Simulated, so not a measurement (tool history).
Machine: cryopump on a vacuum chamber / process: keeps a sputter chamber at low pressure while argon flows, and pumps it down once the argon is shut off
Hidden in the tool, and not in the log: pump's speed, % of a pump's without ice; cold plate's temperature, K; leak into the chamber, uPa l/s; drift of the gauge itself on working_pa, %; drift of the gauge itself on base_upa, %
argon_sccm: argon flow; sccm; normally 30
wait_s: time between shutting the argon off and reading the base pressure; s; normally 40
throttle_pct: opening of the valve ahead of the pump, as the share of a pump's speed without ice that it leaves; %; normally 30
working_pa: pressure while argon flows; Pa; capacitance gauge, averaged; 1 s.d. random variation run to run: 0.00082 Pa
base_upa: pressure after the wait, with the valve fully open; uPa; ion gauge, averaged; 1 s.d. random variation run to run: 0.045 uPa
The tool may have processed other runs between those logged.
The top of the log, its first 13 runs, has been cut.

run,hour,argon_sccm,wait_s,throttle_pct,hours of work since the pump was warmed up and emptied,hours of work since the cold head was overhauled,hours of work since the chamber's fittings were tightened,working_pa,base_upa
14,619.6,14,40,48,528,528,2141,0.0498,4.81
15,656.5,30,40,30,551,551,2164,0.1698,4.96
16,691.1,30,40,30,572,572,2185,0.1685,5.04
17,751.5,30,40,30,610,610,2223,0.1696,4.95
18,812.3,51,92,35,648,648,2261,0.251,3.8
19,851.7,51,92,35,672,672,2285,0.2514,3.91
20,899.9,60,137,16,702,702,2315,0.6263,3.45
21,930.6,25,197,16,721,721,2334,0.2606,3.34
22,956.4,25,75,16,737,737,2350,0.2611,4.08
23,996.5,25,75,16,762,762,2375,0.2623,4.26
24,1037.8,46,24,18,788,788,2401,0.4309,7.01
# hour 1066.1: leaking fittings of the chamber tightened, without venting
25,1094.5,46,24,43,822,822,18,0.1905,4.42
26,1128.8,46,24,43,843,843,39,0.1896,4.4
27,1170,30,249,30,869,869,65,0.1737,0.86
28,1196.9,30,97,32,886,886,81,0.1655,1.43
29,1231.6,30,97,32,907,907,103,0.1649,1.46
30,1261.7,30,97,32,926,926,122,0.1635,1.51
31,1309,30,80,41,955,955,151,0.1321,1.77
32,1335.7,38,40,47,972,972,168,0.1494,2.93
33,1391.7,31,48,22,1007,1007,202,0.2444,2.54

Below are 4 alternative next runs, each starting from the tool's condition after run 33. Predict each:
A,1419.4,31,48,47,1024,1024,220,?,?
B,1419.4,33,70,22,1024,1024,220,?,?
C,1419.4,31,57,19,1024,1024,220,?,?
D,1419.4,46,283,34,1024,1024,220,?,?

run,working_pa,base_upa
A,0.1233,2.61
B,0.2612,1.96
C,0.2801,2.31
D,0.2396,0.99
Take away the tool's hidden state, keep each run's random variation, and the runs would have read:
run,working_pa,base_upa
A,0.1074,2.27
B,0.2443,1.63
C,0.2643,1.97
D,0.2164,0.65

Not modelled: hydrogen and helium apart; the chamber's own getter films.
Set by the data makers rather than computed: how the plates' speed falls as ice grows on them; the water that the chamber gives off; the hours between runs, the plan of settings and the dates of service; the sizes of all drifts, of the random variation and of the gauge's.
